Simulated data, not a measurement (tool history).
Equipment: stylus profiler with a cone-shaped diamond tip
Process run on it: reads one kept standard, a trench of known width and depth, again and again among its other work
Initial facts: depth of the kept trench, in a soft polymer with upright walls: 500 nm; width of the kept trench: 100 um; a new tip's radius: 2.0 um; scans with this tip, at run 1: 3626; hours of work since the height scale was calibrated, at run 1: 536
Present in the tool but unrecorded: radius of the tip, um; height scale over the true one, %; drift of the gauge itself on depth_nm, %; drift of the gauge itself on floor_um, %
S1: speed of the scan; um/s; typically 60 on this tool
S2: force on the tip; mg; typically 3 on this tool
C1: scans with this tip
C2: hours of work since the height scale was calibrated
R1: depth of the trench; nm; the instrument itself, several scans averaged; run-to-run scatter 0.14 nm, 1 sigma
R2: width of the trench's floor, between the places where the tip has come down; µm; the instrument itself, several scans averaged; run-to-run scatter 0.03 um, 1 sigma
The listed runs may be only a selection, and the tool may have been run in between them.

run,hour,S1,S2,C1,C2,R1,R2
1,0,60,3,3626,536,505.1,96.94
2,32.2,60,3,3741,553,505.17,96.91
3,56.5,60,3,3827,566,505.2,96.91
4,88.3,60,5.57,3940,583,508.06,96.97
5,123,60,5.57,4064,601,508.05,96.93
6,156.3,60,5.57,4183,619,507.83,96.95
7,178.5,60,5.57,4262,630,507.86,96.87
8,206.3,60,3,4361,645,505,96.91
9,224.5,60,3,4426,655,504.95,96.89
10,243.4,21,3,4493,665,504.87,96.93
11,259.3,60,3,4550,673,505.07,96.85
12,280.6,60,3,4626,684,504.89,96.84
13,311.8,123,3,4737,701,504.88,96.7
14,346.4,60,3,4860,719,504.94,96.84
15,376.1,60,3,4966,735,504.92,96.88
16,399.4,60,3,5049,747,504.98,96.85
17,419.6,60,3,5120,757,504.76,96.86
18,436.9,60,3,5182,767,504.78,96.81
19,456.4,60,3,5252,777,505.04,96.86
20,488.3,60,7.6,5365,794,509.53,96.84
21,510,60,3,5443,805,504.7,96.82
22,535.6,60,3,5534,819,504.83,96.85
23,555.8,60,3,5606,829,504.8,96.78
24,588.5,192,1.43,5722,846,502.54,96.1
25,623.8,213,3.95,5848,865,505.92,96.38
26,650.5,60,1.07,5943,879,501.93,96.69
27,670.5,66,8.42,6014,890,510.36,96.89
28,695.3,70,5.64,6103,903,507.46,96.74
29,729.1,70,5.64,6223,921,507.67,96.77
30,761.6,101,2.25,6339,938,503.46,96.61
31,792.4,22,3.35,6448,954,504.89,96.89
32,822.4,36,3.35,6555,970,504.97,96.88
33,852.3,53,1.43,6662,985,502.37,96.79
34,876.8,130,2.88,6749,998,504.19,96.55
35,900.8,23,1.14,6834,1011,501.94,96.8
36,919.5,26,1.23,6901,1021,501.66,96.78
37,944.8,37,3.14,6991,1034,504.6,96.78
38,971.8,81,1.32,7087,1048,502.08,96.55
39,1007.6,81,1.32,7215,1067,502.09,96.53
40,1041.2,81,1.32,7335,1085,502.2,96.51
41,1059.4,132,6.97,7399,1095,508.66,96.58

Forecast run 42:
42,1080.3,132,6.97,7474,1106,?,?

R1: 508.63 nm
R2: 96.63 µm
The same run, on a tool lacking any hidden state, would have yielded R1 509.95 nm, R2 97.09 µm.
